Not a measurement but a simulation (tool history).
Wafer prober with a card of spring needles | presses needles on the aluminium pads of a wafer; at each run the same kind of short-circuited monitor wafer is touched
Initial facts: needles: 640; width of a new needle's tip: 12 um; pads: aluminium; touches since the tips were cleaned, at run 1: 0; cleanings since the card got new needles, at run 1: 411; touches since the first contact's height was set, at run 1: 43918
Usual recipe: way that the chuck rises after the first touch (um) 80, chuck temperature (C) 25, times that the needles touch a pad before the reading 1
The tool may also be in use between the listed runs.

| run | hour | way that the chuck rises after the first touch (um) | chuck temperature (C) | times that the needles touch a pad before the reading | touches since the tips were cleaned | cleanings since the card got new needles | touches since the first contact's height was set | resistance of one needle with its contact and lead (mohm) | way that a needle slides on the pad (um) |
|---|---|---|---|---|---|---|---|---|---|
| 1 | 0 | 80 | 25 | 1 | 0 | 411 | 43918 | 241 | 18.5 |
|  | 7.3 | tips cleaned on abrasive film |
|  | 14.6 | tips cleaned on abrasive film |
|  | 21.8 | tips cleaned on abrasive film |
|  | 27.7 | tips cleaned on abrasive film |
|  | 35 | tips cleaned on abrasive film |
|  | 42.3 | tips cleaned on abrasive film |
|  | 48.1 | tips cleaned on abrasive film |
|  | 55.4 | tips cleaned on abrasive film |
|  | 67.4 | card fitted with new needles |
|  | 74.7 | tips cleaned on abrasive film |
|  | 80.5 | tips cleaned on abrasive film |
|  | 87.8 | tips cleaned on abrasive film |
| 2 | 88 | 80 | 25 | 1 | 75 | 3 | 6554 | 233 | 19.25 |
|  | 93.9 | tips cleaned on abrasive film |
|  | 101.1 | tips cleaned on abrasive film |
|  | 108.4 | tips cleaned on abrasive film |
|  | 114.3 | tips cleaned on abrasive film |
|  | 121.6 | tips cleaned on abrasive film |
|  | 128.8 | tips cleaned on abrasive film |
|  | 136.1 | tips cleaned on abrasive film |
|  | 143.4 | tips cleaned on abrasive film |
| 3 | 145 | 80 | 25 | 1 | 516 | 11 | 24654 | 236 | 19.09 |
|  | 149.4 | tips cleaned on abrasive film |
|  | 156.7 | tips cleaned on abrasive film |
|  | 164 | tips cleaned on abrasive film |
|  | 171.3 | tips cleaned on abrasive film |
|  | 177.1 | tips cleaned on abrasive film |
|  | 184.4 | tips cleaned on abrasive film |
| 4 | 185.4 | 80 | 25 | 1 | 324 | 17 | 37477 | 242 | 18.79 |
|  | 191.2 | tips cleaned on abrasive film |
|  | 198.5 | tips cleaned on abrasive film |
|  | 204.4 | tips cleaned on abrasive film |
|  | 211.7 | tips cleaned on abrasive film |
|  | 218.9 | tips cleaned on abrasive film |
|  | 226.2 | tips cleaned on abrasive film |
|  | 233.5 | tips cleaned on abrasive film |
|  | 239.3 | tips cleaned on abrasive film |
|  | 246.6 | tips cleaned on abrasive film |
|  | 252.5 | tips cleaned on abrasive film |
|  | 259.8 | tips cleaned on abrasive film |
| 5 | 260.5 | 80 | 25 | 1 | 252 | 28 | 61331 | 235 | 18.48 |
|  | 266.4 | tips cleaned on abrasive film |
|  | 273.7 | tips cleaned on abrasive film |
|  | 279.5 | tips cleaned on abrasive film |
|  | 286.8 | tips cleaned on abrasive film |
|  | 294.1 | tips cleaned on abrasive film |
| 6 | 296.5 | 80 | 25 | 2 | 779 | 33 | 72754 | 235 | 18.4 |
|  | 300.9 | tips cleaned on abrasive film |
|  | 308.2 | tips cleaned on abrasive film |
|  | 315.5 | tips cleaned on abrasive film |
|  | 322.7 | tips cleaned on abrasive film |
|  | 330 | tips cleaned on abrasive film |
| 7 | 333.3 | 80 | 25 | 1 | 1070 | 38 | 84468 | 239 | 18.28 |
|  | 336.3 | tips cleaned on abrasive film |
|  | 342.2 | tips cleaned on abrasive film |
|  | 349.4 | tips cleaned on abrasive film |
|  | 356.7 | tips cleaned on abrasive film |
|  | 364 | tips cleaned on abrasive film |
|  | 369.8 | tips cleaned on abrasive film |
|  | 377.1 | tips cleaned on abrasive film |
| 8 | 377.7 | 80 | 25 | 1 | 171 | 45 | 98520 | 239 | 18.17 |
|  | 383.5 | tips cleaned on abrasive film |
|  | 390.8 | tips cleaned on abrasive film |
|  | 398.1 | tips cleaned on abrasive film |
|  | 405.4 | tips cleaned on abrasive film |
|  | 411.2 | tips cleaned on abrasive film |
|  | 418.5 | tips cleaned on abrasive film |
|  | 424.3 | tips cleaned on abrasive film |
|  | 431.6 | tips cleaned on abrasive film |
|  | 438.9 | tips cleaned on abrasive film |
| 9 | 443.8 | 80 | 25 | 1 | 1579 | 54 | 119536 | 250 | 17.89 |
|  | 445.3 | tips cleaned on abrasive film |
|  | 452.6 | tips cleaned on abrasive film |
|  | 459.9 | tips cleaned on abrasive film |
|  | 467.2 | tips cleaned on abrasive film |
|  | 473 | tips cleaned on abrasive film |
|  | 480.3 | tips cleaned on abrasive film |
|  | 487.6 | tips cleaned on abrasive film |
|  | 494.9 | tips cleaned on abrasive film |
|  | 501.8 | tips cleaned on abrasive film |
| 10 | 501.8 | 80 | 25 | 1 | 0 | 63 | 137948 | 233 | 17.97 |
|  | 509.1 | tips cleaned on abrasive film |
|  | 516.4 | tips cleaned on abrasive film |
|  | 522.2 | tips cleaned on abrasive film |
|  | 529.5 | tips cleaned on abrasive film |
|  | 536.8 | tips cleaned on abrasive film |
|  | 544.1 | tips cleaned on abrasive film |
|  | 551.4 | tips cleaned on abrasive film |
|  | 558.7 | tips cleaned on abrasive film |
|  | 565.9 | tips cleaned on abrasive film |
|  | 573.2 | tips cleaned on abrasive film |
|  | 580.5 | tips cleaned on abrasive film |
| 11 | 581.4 | 80 | 25 | 1 | 279 | 74 | 163217 | 241 | 17.59 |
|  | 587.2 | tips cleaned on abrasive film |
|  | 594.5 | tips cleaned on abrasive film |
|  | 600.3 | tips cleaned on abrasive film |
|  | 607.6 | tips cleaned on abrasive film |
|  | 614.9 | tips cleaned on abrasive film |
|  | 622.2 | tips cleaned on abrasive film |
|  | 628 | tips cleaned on abrasive film |
| 12 | 633.7 | 80 | 25 | 1 | 1833 | 81 | 179859 | 254 | 17.76 |
|  | 635.3 | tips cleaned on abrasive film |
|  | 642.5 | tips cleaned on abrasive film |
|  | 649.8 | tips cleaned on abrasive film |
|  | 657.1 | tips cleaned on abrasive film |
|  | 664.4 | tips cleaned on abrasive film |
|  | 671.7 | tips cleaned on abrasive film |
|  | 678.9 | tips cleaned on abrasive film |
|  | 686.2 | tips cleaned on abrasive film |
|  | 693.5 | tips cleaned on abrasive film |
| 13 | 693.6 | 80 | 25 | 1 | 41 | 90 | 198875 | 233 | 16.82 |
|  | 699.5 | tips cleaned on abrasive film |
|  | 706.8 | tips cleaned on abrasive film |
|  | 712.6 | tips cleaned on abrasive film |
|  | 719.9 | tips cleaned on abrasive film |
|  | 727.2 | tips cleaned on abrasive film |
|  | 733 | tips cleaned on abrasive film |
|  | 740.3 | tips cleaned on abrasive film |
|  | 746.1 | tips cleaned on abrasive film |
| 14 | 748.6 | 80 | 33 | 1 | 799 | 98 | 216336 | 245 | 17.18 |
|  | 750.4 | height of the first contact set anew |
|  | 753.3 | tips cleaned on abrasive film |
|  | 760.6 | tips cleaned on abrasive film |
|  | 767.9 | tips cleaned on abrasive film |
|  | 775.2 | tips cleaned on abrasive film |
|  | 781 | tips cleaned on abrasive film |
|  | 788.3 | tips cleaned on abrasive film |
|  | 794.2 | tips cleaned on abrasive film |
|  | 800.2 | tips cleaned on abrasive film |
| 15 | 800.2 | 85 | 70 | 1 | 0 | 106 | 15801 | 248 | 20.16 |
|  | 806.1 | tips cleaned on abrasive film |
|  | 813.3 | tips cleaned on abrasive film |
|  | 819.2 | tips cleaned on abrasive film |
|  | 826.5 | tips cleaned on abrasive film |
|  | 832.3 | tips cleaned on abrasive film |
|  | 839.6 | tips cleaned on abrasive film |
|  | 846.9 | tips cleaned on abrasive film |
|  | 852.7 | tips cleaned on abrasive film |
|  | 858.7 | tips cleaned on abrasive film |
| 16 | 858.7 | 85 | 105 | 1 | 0 | 115 | 34370 | 255 | 20.01 |
|  | 864.6 | tips cleaned on abrasive film |
|  | 871.9 | tips cleaned on abrasive film |
|  | 879.1 | tips cleaned on abrasive film |
|  | 886.4 | tips cleaned on abrasive film |
|  | 893.7 | tips cleaned on abrasive film |
|  | 901 | tips cleaned on abrasive film |
|  | 908.3 | tips cleaned on abrasive film |
|  | 915.6 | tips cleaned on abrasive film |
|  | 922.8 | tips cleaned on abrasive film |
|  | 930.1 | tips cleaned on abrasive film |
| 17 | 931.7 | 99 | 90 | 2 | 518 | 125 | 57567 | 251 | 23.24 |

Across each entry between runs, compare the hidden state at the last listed run before it with the hidden state at the first listed run after it:
Runs 1 to 2: tips cleaned on abrasive film (hour 7.3); tips cleaned on abrasive film (hour 14.6); tips cleaned on abrasive film (hour 21.8); tips cleaned on abrasive film (hour 27.7); tips cleaned on abrasive film (hour 35); tips cleaned on abrasive film (hour 42.3); tips cleaned on abrasive film (hour 48.1); tips cleaned on abrasive film (hour 55.4); card fitted with new needles (hour 67.4); tips cleaned on abrasive film (hour 74.7); tips cleaned on abrasive film (hour 80.5); tips cleaned on abrasive film (hour 87.8)
  debris on the tips, nm: 4 -> 9.9; way that the needles fall short of the set height, um: 1.55 -> 0.28; tips' diameter, um: 23.74 -> 12.1
  measured less the result without the state, resistance of one needle with its contact and lead (mohm): +8 -> +3; way that a needle slides on the pad (um): -0.37 -> -0.07
Runs 2 to 3: tips cleaned on abrasive film (hour 93.9); tips cleaned on abrasive film (hour 101.1); tips cleaned on abrasive film (hour 108.4); tips cleaned on abrasive film (hour 114.3); tips cleaned on abrasive film (hour 121.6); tips cleaned on abrasive film (hour 128.8); tips cleaned on abrasive film (hour 136.1); tips cleaned on abrasive film (hour 143.4)
  debris on the tips, nm: 9.9 -> 22.5; way that the needles fall short of the set height, um: 0.28 -> 0.96; tips' diameter, um: 12.1 -> 12.34
  measured less the result without the state, resistance of one needle with its contact and lead (mohm): +3 -> +7; way that a needle slides on the pad (um): -0.07 -> -0.23
Runs 3 to 4: tips cleaned on abrasive film (hour 149.4); tips cleaned on abrasive film (hour 156.7); tips cleaned on abrasive film (hour 164); tips cleaned on abrasive film (hour 171.3); tips cleaned on abrasive film (hour 177.1); tips cleaned on abrasive film (hour 184.4)
  debris on the tips, nm: 22.5 -> 17.2; way that the needles fall short of the set height, um: 0.96 -> 1.42; tips' diameter, um: 12.34 -> 12.5
  measured less the result without the state, resistance of one needle with its contact and lead (mohm): +7 -> +5; way that a needle slides on the pad (um): -0.23 -> -0.33
Runs 4 to 5: tips cleaned on abrasive film (hour 191.2); tips cleaned on abrasive film (hour 198.5); tips cleaned on abrasive film (hour 204.4); tips cleaned on abrasive film (hour 211.7); tips cleaned on abrasive film (hour 218.9); tips cleaned on abrasive film (hour 226.2); tips cleaned on abrasive film (hour 233.5); tips cleaned on abrasive film (hour 239.3); tips cleaned on abrasive film (hour 246.6); tips cleaned on abrasive film (hour 252.5); tips cleaned on abrasive film (hour 259.8)
  debris on the tips, nm: 17.2 -> 11.9; way that the needles fall short of the set height, um: 1.42 -> 2.33; tips' diameter, um: 12.5 -> 12.81
  measured less the result without the state, resistance of one needle with its contact and lead (mohm): +5 -> +4; way that a needle slides on the pad (um): -0.33 -> -0.55
Runs 5 to 6: tips cleaned on abrasive film (hour 266.4); tips cleaned on abrasive film (hour 273.7); tips cleaned on abrasive film (hour 279.5); tips cleaned on abrasive film (hour 286.8); tips cleaned on abrasive film (hour 294.1)
  debris on the tips, nm: 11.9 -> 28.3; way that the needles fall short of the set height, um: 2.33 -> 2.76; tips' diameter, um: 12.81 -> 12.97
  measured less the result without the state, resistance of one needle with its contact and lead (mohm): +4 -> +6; way that a needle slides on the pad (um): -0.55 -> -0.66
Runs 6 to 7: tips cleaned on abrasive film (hour 300.9); tips cleaned on abrasive film (hour 308.2); tips cleaned on abrasive film (hour 315.5); tips cleaned on abrasive film (hour 322.7); tips cleaned on abrasive film (hour 330)
  debris on the tips, nm: 28.3 -> 31; way that the needles fall short of the set height, um: 2.76 -> 3.19; tips' diameter, um: 12.97 -> 13.12
  measured less the result without the state, resistance of one needle with its contact and lead (mohm): +6 -> +11; way that a needle slides on the pad (um): -0.66 -> -0.75
Runs 7 to 8: tips cleaned on abrasive film (hour 336.3); tips cleaned on abrasive film (hour 342.2); tips cleaned on abrasive film (hour 349.4); tips cleaned on abrasive film (hour 356.7); tips cleaned on abrasive film (hour 364); tips cleaned on abrasive film (hour 369.8); tips cleaned on abrasive film (hour 377.1)
  debris on the tips, nm: 31 -> 11.9; way that the needles fall short of the set height, um: 3.19 -> 3.76; tips' diameter, um: 13.12 -> 13.32
  measured less the result without the state, resistance of one needle with its contact and lead (mohm): +11 -> +4; way that a needle slides on the pad (um): -0.75 -> -0.89
Runs 8 to 9: tips cleaned on abrasive film (hour 383.5); tips cleaned on abrasive film (hour 390.8); tips cleaned on abrasive film (hour 398.1); tips cleaned on abrasive film (hour 405.4); tips cleaned on abrasive film (hour 411.2); tips cleaned on abrasive film (hour 418.5); tips cleaned on abrasive film (hour 424.3); tips cleaned on abrasive film (hour 431.6); tips cleaned on abrasive film (hour 438.9)
  debris on the tips, nm: 11.9 -> 47.5; way that the needles fall short of the set height, um: 3.76 -> 4.46; tips' diameter, um: 13.32 -> 13.56
  measured less the result without the state, resistance of one needle with its contact and lead (mohm): +4 -> +18; way that a needle slides on the pad (um): -0.89 -> -1.06
Runs 9 to 10: tips cleaned on abrasive film (hour 445.3); tips cleaned on abrasive film (hour 452.6); tips cleaned on abrasive film (hour 459.9); tips cleaned on abrasive film (hour 467.2); tips cleaned on abrasive film (hour 473); tips cleaned on abrasive film (hour 480.3); tips cleaned on abrasive film (hour 487.6); tips cleaned on abrasive film (hour 494.9); tips cleaned on abrasive film (hour 501.8)
  debris on the tips, nm: 47.5 -> 3.8; way that the needles fall short of the set height, um: 4.46 -> 5.17; tips' diameter, um: 13.56 -> 13.81
  measured less the result without the state, resistance of one needle with its contact and lead (mohm): +18 -> +2; way that a needle slides on the pad (um): -1.06 -> -1.24
Runs 10 to 11: tips cleaned on abrasive film (hour 509.1); tips cleaned on abrasive film (hour 516.4); tips cleaned on abrasive film (hour 522.2); tips cleaned on abrasive film (hour 529.5); tips cleaned on abrasive film (hour 536.8); tips cleaned on abrasive film (hour 544.1); tips cleaned on abrasive film (hour 551.4); tips cleaned on abrasive film (hour 558.7); tips cleaned on abrasive film (hour 565.9); tips cleaned on abrasive film (hour 573.2); tips cleaned on abrasive film (hour 580.5)
  debris on the tips, nm: 3.8 -> 14.6; way that the needles fall short of the set height, um: 5.17 -> 6.05; tips' diameter, um: 13.81 -> 14.12
  measured less the result without the state, resistance of one needle with its contact and lead (mohm): +2 -> +6; way that a needle slides on the pad (um): -1.24 -> -1.44
Runs 11 to 12: tips cleaned on abrasive film (hour 587.2); tips cleaned on abrasive film (hour 594.5); tips cleaned on abrasive film (hour 600.3); tips cleaned on abrasive film (hour 607.6); tips cleaned on abrasive film (hour 614.9); tips cleaned on abrasive film (hour 622.2); tips cleaned on abrasive film (hour 628)
  debris on the tips, nm: 14.6 -> 55.4; way that the needles fall short of the set height, um: 6.05 -> 6.61; tips' diameter, um: 14.12 -> 14.31
  measured less the result without the state, resistance of one needle with its contact and lead (mohm): +6 -> +24; way that a needle slides on the pad (um): -1.44 -> -1.6
Runs 12 to 13: tips cleaned on abrasive film (hour 635.3); tips cleaned on abrasive film (hour 642.5); tips cleaned on abrasive film (hour 649.8); tips cleaned on abrasive film (hour 657.1); tips cleaned on abrasive film (hour 664.4); tips cleaned on abrasive film (hour 671.7); tips cleaned on abrasive film (hour 678.9); tips cleaned on abrasive film (hour 686.2); tips cleaned on abrasive film (hour 693.5)
  debris on the tips, nm: 55.4 -> 6.2; way that the needles fall short of the set height, um: 6.61 -> 7.31; tips' diameter, um: 14.31 -> 14.56
  measured less the result without the state, resistance of one needle with its contact and lead (mohm): +24 -> +4; way that a needle slides on the pad (um): -1.6 -> -1.7
Runs 13 to 14: tips cleaned on abrasive film (hour 699.5); tips cleaned on abrasive film (hour 706.8); tips cleaned on abrasive film (hour 712.6); tips cleaned on abrasive film (hour 719.9); tips cleaned on abrasive film (hour 727.2); tips cleaned on abrasive film (hour 733); tips cleaned on abrasive film (hour 740.3); tips cleaned on abrasive film (hour 746.1)
  debris on the tips, nm: 6.2 -> 27.2; way that the needles fall short of the set height, um: 7.31 -> 7.94; tips' diameter, um: 14.56 -> 14.78
  measured less the result without the state, resistance of one needle with its contact and lead (mohm): +4 -> +14; way that a needle slides on the pad (um): -1.7 -> -1.89
Runs 14 to 15: height of the first contact set anew (hour 750.4); tips cleaned on abrasive film (hour 753.3); tips cleaned on abrasive film (hour 760.6); tips cleaned on abrasive film (hour 767.9); tips cleaned on abrasive film (hour 775.2); tips cleaned on abrasive film (hour 781); tips cleaned on abrasive film (hour 788.3); tips cleaned on abrasive film (hour 794.2); tips cleaned on abrasive film (hour 800.2)
  debris on the tips, nm: 27.2 -> 6.3; way that the needles fall short of the set height, um: 7.94 -> 0.66; tips' diameter, um: 14.78 -> 15.01
  measured less the result without the state, resistance of one needle with its contact and lead (mohm): +14 -> +2; way that a needle slides on the pad (um): -1.89 -> -0.16
Runs 15 to 16: tips cleaned on abrasive film (hour 806.1); tips cleaned on abrasive film (hour 813.3); tips cleaned on abrasive film (hour 819.2); tips cleaned on abrasive film (hour 826.5); tips cleaned on abrasive film (hour 832.3); tips cleaned on abrasive film (hour 839.6); tips cleaned on abrasive film (hour 846.9); tips cleaned on abrasive film (hour 852.7); tips cleaned on abrasive film (hour 858.7)
  debris on the tips, nm: 6.3 -> 3.5; way that the needles fall short of the set height, um: 0.66 -> 1.37; tips' diameter, um: 15.01 -> 15.26
  measured less the result without the state, resistance of one needle with its contact and lead (mohm): +2 -> +1; way that a needle slides on the pad (um): -0.16 -> -0.33
Runs 16 to 17: tips cleaned on abrasive film (hour 864.6); tips cleaned on abrasive film (hour 871.9); tips cleaned on abrasive film (hour 879.1); tips cleaned on abrasive film (hour 886.4); tips cleaned on abrasive film (hour 893.7); tips cleaned on abrasive film (hour 901); tips cleaned on abrasive film (hour 908.3); tips cleaned on abrasive film (hour 915.6); tips cleaned on abrasive film (hour 922.8); tips cleaned on abrasive film (hour 930.1)
  debris on the tips, nm: 3.5 -> 21.3; way that the needles fall short of the set height, um: 1.37 -> 2.13; tips' diameter, um: 15.26 -> 15.52
  measured less the result without the state, resistance of one needle with its contact and lead (mohm): +1 -> +2; way that a needle slides on the pad (um): -0.33 -> -0.5

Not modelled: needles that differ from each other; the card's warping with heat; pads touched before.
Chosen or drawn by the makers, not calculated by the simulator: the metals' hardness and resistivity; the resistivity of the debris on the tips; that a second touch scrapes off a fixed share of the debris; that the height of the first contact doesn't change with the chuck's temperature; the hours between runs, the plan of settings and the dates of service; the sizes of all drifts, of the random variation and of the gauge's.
